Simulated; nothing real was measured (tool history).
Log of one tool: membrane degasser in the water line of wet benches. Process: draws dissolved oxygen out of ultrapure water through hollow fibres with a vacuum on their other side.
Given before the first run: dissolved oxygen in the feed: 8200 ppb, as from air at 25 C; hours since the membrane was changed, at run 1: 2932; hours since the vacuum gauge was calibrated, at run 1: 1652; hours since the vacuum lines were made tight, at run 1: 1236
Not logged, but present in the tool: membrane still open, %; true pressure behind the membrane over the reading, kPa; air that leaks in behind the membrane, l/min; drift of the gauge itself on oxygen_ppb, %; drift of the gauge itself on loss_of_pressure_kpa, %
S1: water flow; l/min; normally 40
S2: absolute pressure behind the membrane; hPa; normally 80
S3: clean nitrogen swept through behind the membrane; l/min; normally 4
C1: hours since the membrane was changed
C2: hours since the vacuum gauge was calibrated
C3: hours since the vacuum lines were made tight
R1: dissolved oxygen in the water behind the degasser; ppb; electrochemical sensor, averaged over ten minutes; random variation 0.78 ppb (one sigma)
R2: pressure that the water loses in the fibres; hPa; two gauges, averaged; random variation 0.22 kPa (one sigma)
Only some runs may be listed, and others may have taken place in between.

| run | hour | S1 | S2 | S3 | C1 | C2 | C3 | R1 | R2 |
|---|---|---|---|---|---|---|---|---|---|
| 1 | 0 | 40 | 80 | 4 | 2932 | 1652 | 1236 | 118.5 | 525.1 |
| 2 | 193.2 | 40 | 80 | 4 | 3125 | 1845 | 1429 | 118 | 524 |
| 3 | 372.5 | 40 | 80 | 6.44 | 3305 | 2024 | 1608 | 77.3 | 524.8 |
| 4 | 697.8 | 40 | 80 | 6.44 | 3630 | 2350 | 1934 | 77.7 | 527.6 |
| 5 | 977.9 | 40 | 80 | 4 | 3910 | 2630 | 2214 | 119.2 | 533 |
| 6 | 1138.4 | 40 | 80 | 4 | 4070 | 2790 | 2374 | 119.8 | 532.8 |
| 7 | 1287.9 | 40 | 80 | 4 | 4220 | 2940 | 2524 | 120.3 | 533.1 |
| 8 | 1540.9 | 40 | 80 | 4 | 4473 | 3193 | 2777 | 121 | 532.5 |
| 9 | 1890.8 | 40 | 80 | 4 | 4823 | 3543 | 3127 | 120.1 | 535.1 |
| 10 | 2141.6 | 40 | 80 | 4 | 5074 | 3793 | 3378 | 120.4 | 536.6 |
| 11 | 2426.8 | 40 | 80 | 4 | 5359 | 4079 | 3663 | 121.9 | 534.5 |
| 12 | 2724.2 | 40 | 80 | 4 | 5656 | 4376 | 3960 | 121.3 | 535.4 |
| 13 | 2978.9 | 40 | 80 | 4 | 5911 | 4631 | 4215 | 120.3 | 536.8 |
| 14 | 3210 | 40 | 80 | 4 | 6142 | 4862 | 4446 | 121.2 | 539.7 |
| 15 | 3371.9 | 40 | 80 | 4 | 6304 | 5024 | 4608 | 123.3 | 540.2 |
| 16 | 3720.8 | 40 | 80 | 5.33 | 6653 | 5373 | 4957 | 94.7 | 544.6 |
| 17 | 3946.5 | 40 | 80 | 5.33 | 6878 | 5598 | 5182 | 95.9 | 539 |
| 18 | 4109.3 | 45 | 80.9 | 10.66 | 7041 | 5761 | 5345 | 62.9 | 604 |
|  | 4274 | vacuum gauge calibrated |
| 19 | 4429.4 | 48 | 64.3 | 4.65 | 7361 | 155 | 5665 | 92.5 | 648.5 |
| 20 | 4577.2 | 48 | 64.3 | 4.65 | 7509 | 303 | 5813 | 92.3 | 650.3 |
| 21 | 4908.6 | 58 | 76.2 | 3.23 | 7840 | 635 | 6144 | 211.2 | 791.4 |
| 22 | 5160.9 | 25 | 80 | 10.39 | 8092 | 887 | 6396 | 29.1 | 341.7 |
| 23 | 5402.3 | 47 | 150.2 | 7.9 | 8334 | 1128 | 6638 | 182 | 643.6 |
| 24 | 5652.6 | 40 | 143.6 | 5.91 | 8584 | 1379 | 6888 | 187.1 | 543.2 |
| 25 | 5903.4 | 36 | 52.3 | 9.46 | 8835 | 1629 | 7139 | 23.2 | 491.9 |
| 26 | 6226.4 | 36 | 52.3 | 9.46 | 9158 | 1952 | 7462 | 23.3 | 491 |
| 27 | 6550.4 | 45 | 134.1 | 5.59 | 9482 | 2276 | 7786 | 208.8 | 619.1 |
| 28 | 6814.6 | 26 | 67.3 | 9.96 | 9746 | 2541 | 8050 | 23.9 | 357.1 |
|  | 6898.1 | seals of the vacuum lines changed |
| 29 | 7100.8 | 26 | 67.3 | 9.96 | 10030 | 2825 | 203 | 24 | 357.6 |
| 30 | 7418.4 | 37 | 56.5 | 9.96 | 10348 | 3142 | 520 | 27.6 | 509.8 |
| 31 | 7668.4 | 64 | 132.9 | 3.99 | 10598 | 3392 | 770 | 411.3 | 879.8 |
| 32 | 8006.8 | 37 | 107.3 | 3.99 | 10936 | 3731 | 1109 | 171.2 | 508.2 |

Forecast each of these 3 alternatives for the next run:
| A | 8310.7 | 49 | 108 | 4 | 11240 | 4035 | 1413 | ? | ? |
| B | 8310.7 | 37 | 107.2 | 8.22 | 11240 | 4035 | 1413 | ? | ? |
| C | 8310.7 | 60 | 75.3 | 3.18 | 11240 | 4035 | 1413 | ? | ? |

| run | R1 | R2 |
|---|---|---|
| A | 232.9 | 683.5 |
| B | 86.7 | 516.6 |
| C | 230.5 | 831.5 |
Without the tool's hidden state the same runs would have given:
| run | R1 | R2 |
|---|---|---|
| A | 222.6 | 638.4 |
| B | 83.3 | 482.3 |
| C | 211.2 | 776.5 |
